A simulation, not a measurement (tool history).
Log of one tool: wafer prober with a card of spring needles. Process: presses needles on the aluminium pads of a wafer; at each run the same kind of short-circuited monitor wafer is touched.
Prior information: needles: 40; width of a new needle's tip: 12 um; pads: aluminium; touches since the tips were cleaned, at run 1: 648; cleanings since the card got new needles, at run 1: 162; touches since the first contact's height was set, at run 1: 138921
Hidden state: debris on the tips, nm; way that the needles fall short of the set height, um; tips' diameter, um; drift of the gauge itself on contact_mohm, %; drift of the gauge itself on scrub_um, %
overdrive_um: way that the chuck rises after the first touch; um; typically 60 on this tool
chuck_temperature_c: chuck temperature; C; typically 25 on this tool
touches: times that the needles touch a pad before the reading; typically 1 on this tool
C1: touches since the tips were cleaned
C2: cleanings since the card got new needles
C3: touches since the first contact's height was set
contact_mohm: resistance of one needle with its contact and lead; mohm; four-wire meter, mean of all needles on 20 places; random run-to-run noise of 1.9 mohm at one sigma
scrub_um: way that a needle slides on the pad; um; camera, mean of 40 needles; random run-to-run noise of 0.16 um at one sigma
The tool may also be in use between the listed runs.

run 1 hour=0.0 | overdrive_um=60 chuck_temperature_c=25 touches=1 | C1=648 C2=162 C3=138921 | contact_mohm=211 scrub_um=16.04
-- hour=8.2 tips cleaned on abrasive film
-- hour=16.4 tips cleaned on abrasive film
-- hour=26.5 tips cleaned on abrasive film
-- hour=36.7 tips cleaned on abrasive film
run 2 hour=43.9 | overdrive_um=60 chuck_temperature_c=25 touches=1 | C1=3590 C2=166 C3=160677 | contact_mohm=216 scrub_um=16.05
-- hour=46.0 tips cleaned on abrasive film
-- hour=56.2 tips cleaned on abrasive film
-- hour=64.4 tips cleaned on abrasive film
-- hour=74.6 tips cleaned on abrasive film
-- hour=82.8 tips cleaned on abrasive film
-- hour=93.0 tips cleaned on abrasive film
run 3 hour=99.7 | overdrive_um=60 chuck_temperature_c=111 touches=1 | C1=3350 C2=172 C3=188250 | contact_mohm=234 scrub_um=15.67
-- hour=101.8 tips cleaned on abrasive film
-- hour=112.0 tips cleaned on abrasive film
-- hour=122.2 tips cleaned on abrasive film
-- hour=130.4 tips cleaned on abrasive film
-- hour=140.5 tips cleaned on abrasive film
run 4 hour=147.0 | overdrive_um=60 chuck_temperature_c=25 touches=1 | C1=3210 C2=177 C3=211644 | contact_mohm=215 scrub_um=15.77
-- hour=149.1 tips cleaned on abrasive film
-- hour=153.4 height of the first contact set anew
-- hour=159.6 tips cleaned on abrasive film
-- hour=169.8 tips cleaned on abrasive film
-- hour=180.0 tips cleaned on abrasive film
-- hour=188.1 tips cleaned on abrasive film
-- hour=198.3 tips cleaned on abrasive film
run 5 hour=203.7 | overdrive_um=60 chuck_temperature_c=32 touches=1 | C1=2693 C2=183 C3=24897 | contact_mohm=220 scrub_um=16.25
-- hour=207.9 tips cleaned on abrasive film
-- hour=216.0 tips cleaned on abrasive film
-- hour=226.2 tips cleaned on abrasive film
-- hour=236.4 tips cleaned on abrasive film
-- hour=246.6 tips cleaned on abrasive film
-- hour=255.1 tips cleaned on abrasive film
run 6 hour=255.1 | overdrive_um=60 chuck_temperature_c=32 touches=1 | C1=0 C2=189 C3=50291 | contact_mohm=213 scrub_um=16.61
-- hour=263.3 tips cleaned on abrasive film
-- hour=273.5 tips cleaned on abrasive film
-- hour=281.7 tips cleaned on abrasive film
-- hour=291.9 tips cleaned on abrasive film
run 7 hour=297.2 | overdrive_um=60 chuck_temperature_c=32 touches=1 | C1=2648 C2=193 C3=71108 | contact_mohm=214 scrub_um=16.62
-- hour=301.3 tips cleaned on abrasive film
-- hour=311.5 tips cleaned on abrasive film
-- hour=319.7 tips cleaned on abrasive film
-- hour=329.9 tips cleaned on abrasive film
-- hour=340.1 tips cleaned on abrasive film
-- hour=350.2 tips cleaned on abrasive film
run 8 hour=352.4 | overdrive_um=60 chuck_temperature_c=32 touches=1 | C1=1095 C2=199 C3=98444 | contact_mohm=215 scrub_um=15.90
-- hour=358.6 tips cleaned on abrasive film
-- hour=368.8 tips cleaned on abrasive film
-- hour=379.0 tips cleaned on abrasive film
-- hour=387.2 tips cleaned on abrasive film
-- hour=397.4 tips cleaned on abrasive film
run 9 hour=399.9 | overdrive_um=53 chuck_temperature_c=25 touches=1 | C1=1285 C2=204 C3=121933 | contact_mohm=215 scrub_um=14.33
-- hour=406.1 tips cleaned on abrasive film
-- hour=414.3 tips cleaned on abrasive film
-- hour=424.4 tips cleaned on abrasive film
-- hour=434.6 tips cleaned on abrasive film
-- hour=444.8 tips cleaned on abrasive film
-- hour=453.1 tips cleaned on abrasive film
run 10 hour=453.1 | overdrive_um=53 chuck_temperature_c=25 touches=1 | C1=0 C2=210 C3=148211 | contact_mohm=210 scrub_um=13.96
-- hour=461.3 tips cleaned on abrasive film
-- hour=469.5 tips cleaned on abrasive film
-- hour=479.0 tips cleaned on abrasive film
run 11 hour=479.0 | overdrive_um=53 chuck_temperature_c=25 touches=1 | C1=0 C2=213 C3=161004 | contact_mohm=209 scrub_um=13.94
-- hour=487.2 tips cleaned on abrasive film
-- hour=497.3 tips cleaned on abrasive film
-- hour=506.2 tips cleaned on abrasive film
run 12 hour=506.2 | overdrive_um=60 chuck_temperature_c=25 touches=1 | C1=0 C2=216 C3=174456 | contact_mohm=205 scrub_um=15.94
-- hour=514.4 tips cleaned on abrasive film
-- hour=522.5 tips cleaned on abrasive film
-- hour=532.7 tips cleaned on abrasive film
-- hour=540.9 tips cleaned on abrasive film
run 13 hour=546.4 | overdrive_um=60 chuck_temperature_c=25 touches=1 | C1=2734 C2=220 C3=194351 | contact_mohm=215 scrub_um=15.73
-- hour=550.5 tips cleaned on abrasive film
-- hour=560.7 tips cleaned on abrasive film
-- hour=570.9 tips cleaned on abrasive film
-- hour=581.1 tips cleaned on abrasive film
-- hour=587.5 height of the first contact set anew
-- hour=589.6 tips cleaned on abrasive film
run 14 hour=591.7 | overdrive_um=60 chuck_temperature_c=50 touches=3 | C1=1079 C2=225 C3=2089 | contact_mohm=211 scrub_um=16.76
-- hour=597.9 tips cleaned on abrasive film
-- hour=608.1 tips cleaned on abrasive film
-- hour=620.1 card fitted with new needles
-- hour=630.3 tips cleaned on abrasive film
run 15 hour=638.2 | overdrive_um=60 chuck_temperature_c=31 touches=1 | C1=3940 C2=1 C3=8986 | contact_mohm=216 scrub_um=16.57
-- hour=640.3 tips cleaned on abrasive film
-- hour=650.5 tips cleaned on abrasive film
-- hour=660.7 tips cleaned on abrasive film
-- hour=670.9 tips cleaned on abrasive film
run 16 hour=671.8 | overdrive_um=60 chuck_temperature_c=31 touches=1 | C1=483 C2=5 C3=25618 | contact_mohm=210 scrub_um=16.67
-- hour=680.0 tips cleaned on abrasive film
-- hour=688.2 tips cleaned on abrasive film
-- hour=698.4 tips cleaned on abrasive film
-- hour=708.6 tips cleaned on abrasive film
run 17 hour=716.3 | overdrive_um=43 chuck_temperature_c=25 touches=1 | C1=3883 C2=9 C3=47669 | contact_mohm=223 scrub_um=11.76
-- hour=718.5 tips cleaned on abrasive film
-- hour=728.7 tips cleaned on abrasive film
-- hour=738.8 tips cleaned on abrasive film
-- hour=749.0 tips cleaned on abrasive film
-- hour=759.2 tips cleaned on abrasive film
-- hour=769.4 tips cleaned on abrasive film
-- hour=777.6 tips cleaned on abrasive film
run 18 hour=780.2 | overdrive_um=77 chuck_temperature_c=36 touches=1 | C1=1277 C2=16 C3=79225 | contact_mohm=213 scrub_um=20.91
-- hour=786.3 tips cleaned on abrasive film
-- hour=796.5 tips cleaned on abrasive film
-- hour=806.7 tips cleaned on abrasive film
run 19 hour=813.0 | overdrive_um=47 chuck_temperature_c=36 touches=1 | C1=3131 C2=19 C3=95476 | contact_mohm=217 scrub_um=12.68
-- hour=815.1 tips cleaned on abrasive film
-- hour=825.3 tips cleaned on abrasive film
-- hour=833.5 tips cleaned on abrasive film
-- hour=843.7 tips cleaned on abrasive film
-- hour=853.9 tips cleaned on abrasive film
-- hour=862.0 tips cleaned on abrasive film
-- hour=871.1 tips cleaned on abrasive film
run 20 hour=871.1 | overdrive_um=71 chuck_temperature_c=95 touches=3 | C1=0 C2=26 C3=124191 | contact_mohm=221 scrub_um=18.62
-- hour=881.3 tips cleaned on abrasive film
-- hour=891.5 tips cleaned on abrasive film
-- hour=901.7 tips cleaned on abrasive film
-- hour=911.9 tips cleaned on abrasive film
-- hour=922.1 tips cleaned on abrasive film
run 21 hour=923.1 | overdrive_um=71 chuck_temperature_c=115 touches=3 | C1=510 C2=31 C3=149932 | contact_mohm=229 scrub_um=19.06
-- hour=931.3 tips cleaned on abrasive film
-- hour=941.5 tips cleaned on abrasive film
-- hour=951.7 tips cleaned on abrasive film
run 22 hour=957.2 | overdrive_um=71 chuck_temperature_c=115 touches=3 | C1=2773 C2=34 C3=166836 | contact_mohm=227 scrub_um=18.97
-- hour=961.3 tips cleaned on abrasive film
-- hour=971.5 tips cleaned on abrasive film
-- hour=981.7 tips cleaned on abrasive film
-- hour=991.5 tips cleaned on abrasive film
run 23 hour=991.5 | overdrive_um=45 chuck_temperature_c=25 touches=3 | C1=0 C2=38 C3=183786 | contact_mohm=204 scrub_um=11.74

Describe how what the log doesn't record of the tool's condition differs between the last listed run preceding each entry between runs and the first listed run following it.
After run 1, before run 2: tips cleaned on abrasive film (hour 8.2); tips cleaned on abrasive film (hour 16.4); tips cleaned on abrasive film (hour 26.5); tips cleaned on abrasive film (hour 36.7)
  debris on the tips, nm: 14.6 -> 45.6; way that the needles fall short of the set height, um: 2.14 -> 2.45; tips' diameter, um: 16.35 -> 16.46
  measured less the result without the state, contact_mohm: +5 -> +13 mohm; scrub_um: -0.60 -> -0.68 um
After run 2, before run 3: tips cleaned on abrasive film (hour 46.0); tips cleaned on abrasive film (hour 56.2); tips cleaned on abrasive film (hour 64.4); tips cleaned on abrasive film (hour 74.6); tips cleaned on abrasive film (hour 82.8); tips cleaned on abrasive film (hour 93.0)
  debris on the tips, nm: 45.6 -> 45.2; way that the needles fall short of the set height, um: 2.45 -> 2.91; tips' diameter, um: 16.46 -> 16.62
  measured less the result without the state, contact_mohm: +13 -> +11 mohm; scrub_um: -0.68 -> -0.81 um
After run 3, before run 4: tips cleaned on abrasive film (hour 101.8); tips cleaned on abrasive film (hour 112.0); tips cleaned on abrasive film (hour 122.2); tips cleaned on abrasive film (hour 130.4); tips cleaned on abrasive film (hour 140.5)
  debris on the tips, nm: 45.2 -> 39.5; way that the needles fall short of the set height, um: 2.91 -> 3.26; tips' diameter, um: 16.62 -> 16.74
  measured less the result without the state, contact_mohm: +11 -> +12 mohm; scrub_um: -0.81 -> -0.91 um
After run 4, before run 5: tips cleaned on abrasive film (hour 149.1); height of the first contact set anew (hour 153.4); tips cleaned on abrasive film (hour 159.6); tips cleaned on abrasive film (hour 169.8); tips cleaned on abrasive film (hour 180.0); tips cleaned on abrasive film (hour 188.1); tips cleaned on abrasive film (hour 198.3)
  debris on the tips, nm: 39.5 -> 36.4; way that the needles fall short of the set height, um: 3.26 -> 0.39; tips' diameter, um: 16.74 -> 16.91
  measured less the result without the state, contact_mohm: +12 -> +10 mohm; scrub_um: -0.91 -> -0.10 um
After run 5, before run 6: tips cleaned on abrasive film (hour 207.9); tips cleaned on abrasive film (hour 216.0); tips cleaned on abrasive film (hour 226.2); tips cleaned on abrasive film (hour 236.4); tips cleaned on abrasive film (hour 246.6); tips cleaned on abrasive film (hour 255.1)
  debris on the tips, nm: 36.4 -> 4.3; way that the needles fall short of the set height, um: 0.39 -> 0.82; tips' diameter, um: 16.91 -> 17.06
  measured less the result without the state, contact_mohm: +10 -> +2 mohm; scrub_um: -0.10 -> -0.23 um
After run 6, before run 7: tips cleaned on abrasive film (hour 263.3); tips cleaned on abrasive film (hour 273.5); tips cleaned on abrasive film (hour 281.7); tips cleaned on abrasive film (hour 291.9)
  debris on the tips, nm: 4.3 -> 38.6; way that the needles fall short of the set height, um: 0.82 -> 1.13; tips' diameter, um: 17.06 -> 17.17
  measured less the result without the state, contact_mohm: +2 -> +11 mohm; scrub_um: -0.23 -> -0.32 um
After run 7, before run 8: tips cleaned on abrasive film (hour 301.3); tips cleaned on abrasive film (hour 311.5); tips cleaned on abrasive film (hour 319.7); tips cleaned on abrasive film (hour 329.9); tips cleaned on abrasive film (hour 340.1); tips cleaned on abrasive film (hour 350.2)
  debris on the tips, nm: 38.6 -> 22.3; way that the needles fall short of the set height, um: 1.13 -> 1.66; tips' diameter, um: 17.17 -> 17.35
  measured less the result without the state, contact_mohm: +11 -> +7 mohm; scrub_um: -0.32 -> -0.45 um
After run 8, before run 9: tips cleaned on abrasive film (hour 358.6); tips cleaned on abrasive film (hour 368.8); tips cleaned on abrasive film (hour 379.0); tips cleaned on abrasive film (hour 387.2); tips cleaned on abrasive film (hour 397.4)
  debris on the tips, nm: 22.3 -> 25.7; way that the needles fall short of the set height, um: 1.66 -> 2.04; tips' diameter, um: 17.35 -> 17.49
  measured less the result without the state, contact_mohm: +7 -> +11 mohm; scrub_um: -0.45 -> -0.57 um
After run 9, before run 10: tips cleaned on abrasive film (hour 406.1); tips cleaned on abrasive film (hour 414.3); tips cleaned on abrasive film (hour 424.4); tips cleaned on abrasive film (hour 434.6); tips cleaned on abrasive film (hour 444.8); tips cleaned on abrasive film (hour 453.1)
  debris on the tips, nm: 25.7 -> 5.3; way that the needles fall short of the set height, um: 2.04 -> 2.53; tips' diameter, um: 17.49 -> 17.66
  measured less the result without the state, contact_mohm: +11 -> +4 mohm; scrub_um: -0.57 -> -0.71 um
After run 10, before run 11: tips cleaned on abrasive film (hour 461.3); tips cleaned on abrasive film (hour 469.5); tips cleaned on abrasive film (hour 479.0)
  debris on the tips, nm: 5.3 -> 2.5; way that the needles fall short of the set height, um: 2.53 -> 2.74; tips' diameter, um: 17.66 -> 17.73
  measured less the result without the state, contact_mohm: +4 -> +3 mohm; scrub_um: -0.71 -> -0.76 um
After run 11, before run 12: tips cleaned on abrasive film (hour 487.2); tips cleaned on abrasive film (hour 497.3); tips cleaned on abrasive film (hour 506.2)
  debris on the tips, nm: 2.5 -> 2.8; way that the needles fall short of the set height, um: 2.74 -> 3.01; tips' diameter, um: 17.73 -> 17.83
  measured less the result without the state, contact_mohm: +3 -> +3 mohm; scrub_um: -0.76 -> -0.84 um
After run 12, before run 13: tips cleaned on abrasive film (hour 514.4); tips cleaned on abrasive film (hour 522.5); tips cleaned on abrasive film (hour 532.7); tips cleaned on abrasive film (hour 540.9)
  debris on the tips, nm: 2.8 -> 39.7; way that the needles fall short of the set height, um: 3.01 -> 3.33; tips' diameter, um: 17.83 -> 17.94
  measured less the result without the state, contact_mohm: +3 -> +14 mohm; scrub_um: -0.84 -> -0.92 um
After run 13, before run 14: tips cleaned on abrasive film (hour 550.5); tips cleaned on abrasive film (hour 560.7); tips cleaned on abrasive film (hour 570.9); tips cleaned on abrasive film (hour 581.1); height of the first contact set anew (hour 587.5); tips cleaned on abrasive film (hour 589.6)
  debris on the tips, nm: 39.7 -> 20.2; way that the needles fall short of the set height, um: 3.33 -> 0.06; tips' diameter, um: 17.94 -> 18.06
  measured less the result without the state, contact_mohm: +14 -> +2 mohm; scrub_um: -0.92 -> -0.02 um
After run 14, before run 15: tips cleaned on abrasive film (hour 597.9); tips cleaned on abrasive film (hour 608.1); card fitted with new needles (hour 620.1); tips cleaned on abrasive film (hour 630.3)
  debris on the tips, nm: 20.2 -> 51.1; tips' diameter, um: 18.06 -> 12.02
  measured less the result without the state, contact_mohm: +2 -> +13 mohm; scrub_um: -0.02 -> -0.02 um
After run 15, before run 16: tips cleaned on abrasive film (hour 640.3); tips cleaned on abrasive film (hour 650.5); tips cleaned on abrasive film (hour 660.7); tips cleaned on abrasive film (hour 670.9)
  debris on the tips, nm: 51.1 -> 11; way that the needles fall short of the set height, um: 0.06 -> 0.39; tips' diameter, um: 12.02 -> 12.14
  measured less the result without the state, contact_mohm: +13 -> +3 mohm; scrub_um: -0.02 -> -0.11 um
After run 16, before run 17: tips cleaned on abrasive film (hour 680.0); tips cleaned on abrasive film (hour 688.2); tips cleaned on abrasive film (hour 698.4); tips cleaned on abrasive film (hour 708.6)
  debris on the tips, nm: 11 -> 49.1; way that the needles fall short of the set height, um: 0.39 -> 0.72; tips' diameter, um: 12.14 -> 12.25
  measured less the result without the state, contact_mohm: +3 -> +17 mohm; scrub_um: -0.11 -> -0.20 um
After run 17, before run 18: tips cleaned on abrasive film (hour 718.5); tips cleaned on abrasive film (hour 728.7); tips cleaned on abrasive film (hour 738.8); tips cleaned on abrasive film (hour 749.0); tips cleaned on abrasive film (hour 759.2); tips cleaned on abrasive film (hour 769.4); tips cleaned on abrasive film (hour 777.6)
  debris on the tips, nm: 49.1 -> 19.9; way that the needles fall short of the set height, um: 0.72 -> 1.3; tips' diameter, um: 12.25 -> 12.45
  measured less the result without the state, contact_mohm: +17 -> +4 mohm; scrub_um: -0.20 -> -0.36 um
After run 18, before run 19: tips cleaned on abrasive film (hour 786.3); tips cleaned on abrasive film (hour 796.5); tips cleaned on abrasive film (hour 806.7)
  debris on the tips, nm: 19.9 -> 40.6; way that the needles fall short of the set height, um: 1.3 -> 1.5; tips' diameter, um: 12.45 -> 12.53
  measured less the result without the state, contact_mohm: +4 -> +12 mohm; scrub_um: -0.36 -> -0.42 um
After run 19, before run 20: tips cleaned on abrasive film (hour 815.1); tips cleaned on abrasive film (hour 825.3); tips cleaned on abrasive film (hour 833.5); tips cleaned on abrasive film (hour 843.7); tips cleaned on abrasive film (hour 853.9); tips cleaned on abrasive film (hour 862.0); tips cleaned on abrasive film (hour 871.1)
  debris on the tips, nm: 40.6 -> 5.8; way that the needles fall short of the set height, um: 1.5 -> 2.06; tips' diameter, um: 12.53 -> 12.72
  measured less the result without the state, contact_mohm: +12 -> +0 mohm; scrub_um: -0.42 -> -0.56 um
After run 20, before run 21: tips cleaned on abrasive film (hour 881.3); tips cleaned on abrasive film (hour 891.5); tips cleaned on abrasive film (hour 901.7); tips cleaned on abrasive film (hour 911.9); tips cleaned on abrasive film (hour 922.1)
  debris on the tips, nm: 5.8 -> 14.6; way that the needles fall short of the set height, um: 2.06 -> 2.51; tips' diameter, um: 12.72 -> 12.88
  measured less the result without the state, contact_mohm: +0 -> +0 mohm; scrub_um: -0.56 -> -0.70 um
After run 21, before run 22: tips cleaned on abrasive film (hour 931.3); tips cleaned on abrasive film (hour 941.5); tips cleaned on abrasive film (hour 951.7)
  debris on the tips, nm: 14.6 -> 42.8; way that the needles fall short of the set height, um: 2.51 -> 2.78; tips' diameter, um: 12.88 -> 12.97
  measured less the result without the state, contact_mohm: +0 -> +2 mohm; scrub_um: -0.70 -> -0.77 um
After run 22, before run 23: tips cleaned on abrasive film (hour 961.3); tips cleaned on abrasive film (hour 971.5); tips cleaned on abrasive film (hour 981.7); tips cleaned on abrasive film (hour 991.5)
  debris on the tips, nm: 42.8 -> 3.1; way that the needles fall short of the set height, um: 2.78 -> 3.09; tips' diameter, um: 12.97 -> 13.08
  measured less the result without the state, contact_mohm: +2 -> +1 mohm; scrub_um: -0.77 -> -0.86 um

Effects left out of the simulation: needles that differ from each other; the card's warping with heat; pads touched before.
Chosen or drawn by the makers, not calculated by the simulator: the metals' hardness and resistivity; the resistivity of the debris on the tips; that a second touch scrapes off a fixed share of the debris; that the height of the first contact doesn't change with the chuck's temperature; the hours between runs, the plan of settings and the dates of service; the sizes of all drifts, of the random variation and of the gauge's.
